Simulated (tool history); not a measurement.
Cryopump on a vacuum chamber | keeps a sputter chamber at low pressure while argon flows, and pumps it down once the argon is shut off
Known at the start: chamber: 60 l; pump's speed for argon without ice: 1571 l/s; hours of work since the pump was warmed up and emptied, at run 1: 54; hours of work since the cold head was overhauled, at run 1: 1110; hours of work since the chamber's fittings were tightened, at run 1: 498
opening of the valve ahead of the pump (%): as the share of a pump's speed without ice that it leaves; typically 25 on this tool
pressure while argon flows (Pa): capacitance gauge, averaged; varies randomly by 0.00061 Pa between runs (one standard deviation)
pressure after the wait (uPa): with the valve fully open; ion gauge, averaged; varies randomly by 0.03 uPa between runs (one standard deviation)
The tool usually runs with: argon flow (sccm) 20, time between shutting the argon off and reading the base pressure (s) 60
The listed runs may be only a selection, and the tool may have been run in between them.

run   hour  argon flow (sccm)  time between shutting the argon off and reading the base pressure (s)  opening of the valve ahead of the pump (%)  hours of work since the pump was warmed up and emptied  hours of work since the cold head was overhauled  hours of work since the chamber's fittings were tightened  pressure while argon flows (Pa)  pressure after the wait (uPa)
  1      0                 20                                                                     60                                          25                                                      54                                              1110                                                        498                           0.0867                           2.46
  2   29.1                 21                                                                     60                                          25                                                      76                                              1132                                                        521                            0.092                           2.57
  3   63.2                 21                                                                     60                                          25                                                     102                                              1158                                                        547                           0.0926                           2.68
  4     97                 21                                                                     60                                          25                                                     128                                              1184                                                        572                           0.0927                           2.71
  5  131.7                 21                                                                     60                                          25                                                     154                                              1210                                                        599                           0.0916                           2.79
  6  159.5                 21                                                                     60                                          25                                                     176                                              1231                                                        620                           0.0925                           2.65
  7  180.4                 36                                                                     60                                          25                                                     192                                              1247                                                        636                           0.1564                           2.91
  8  201.7                 16                                                                     60                                          25                                                     208                                              1264                                                        652                           0.0706                           2.83
  9  233.9                 16                                                                    179                                          25                                                     232                                              1288                                                        677                           0.0709                           2.09
 10  256.3                 20                                                                     60                                          25                                                     249                                              1305                                                        694                           0.0886                           3.07
 11  289.7                  8                                                                     60                                          25                                                     275                                              1331                                                        719                           0.0358                            3.1
 12  318.5                  8                                                                     60                                          25                                                     297                                              1353                                                        741                           0.0359                           3.11
 13  343.1                 20                                                                     60                                          25                                                     316                                              1371                                                        760                           0.0888                           3.22
 14  370.2                 20                                                                     60                                          25                                                     336                                              1392                                                        781                            0.089                           3.26
 15  392.4                 20                                                                     60                                          25                                                     353                                              1409                                                        797                           0.0904                           3.34
 16  418.9                 20                                                                     60                                          57                                                     373                                              1429                                                        818                           0.0416                           3.26
 17  444.1                 20                                                                     60                                          25                                                     392                                              1448                                                        837                            0.089                           3.42
 18    461                  9                                                                     80                                          17                                                     405                                              1461                                                        850                           0.0588                           3.11
 19  481.8                 12                                                                    262                                          57                                                     421                                              1477                                                        866                           0.0249                           2.51
 20    521                 15                                                                     34                                          39                                                     451                                              1507                                                        895                           0.0448                           4.65
 21  555.6                 20                                                                     60                                          21                                                     477                                              1533                                                        922                           0.1068                           3.74
 22    593                 30                                                                     57                                          32                                                     506                                              1562                                                        950                           0.1082                           3.99
 23  634.2                 10                                                                    100                                          28                                                     537                                              1593                                                        982                           0.0409                           3.41
 24  671.5                 10                                                                    100                                          28                                                     566                                              1621                                                       1010                            0.041                           3.47
 25  692.1                 10                                                                    100                                          28                                                     581                                              1637                                                       1026                           0.0409                           3.54
 26  711.8                 13                                                                     60                                          25                                                     596                                              1652                                                       1041                             0.06                           4.12
 27  745.6                 27                                                                     21                                          25                                                     622                                              1678                                                       1066                           0.1235                           6.57
 28  781.8                 20                                                                     44                                          23                                                     650                                              1706                                                       1094                           0.1001                           4.74
 29  810.4                 11                                                                     60                                          25                                                     671                                              1727                                                       1116                            0.052                           4.43
     844.4  -- leaking fittings of the chamber tightened, without venting
 30  848.5                 14                                                                     20                                          25                                                     699                                              1755                                                          3                           0.0648                           4.08

Run 31 is up next; what results do you expect?
 31  872.2                 33                                                                     95                                          43                                                     717                                              1773                                                         21                                ?                              ?

pressure while argon flows (Pa): 0.0947
pressure after the wait (uPa): 1.17
Had the tool carried no hidden state, the very same run would have given pressure while argon flows (Pa) 0.0827, pressure after the wait (uPa) 1.02.
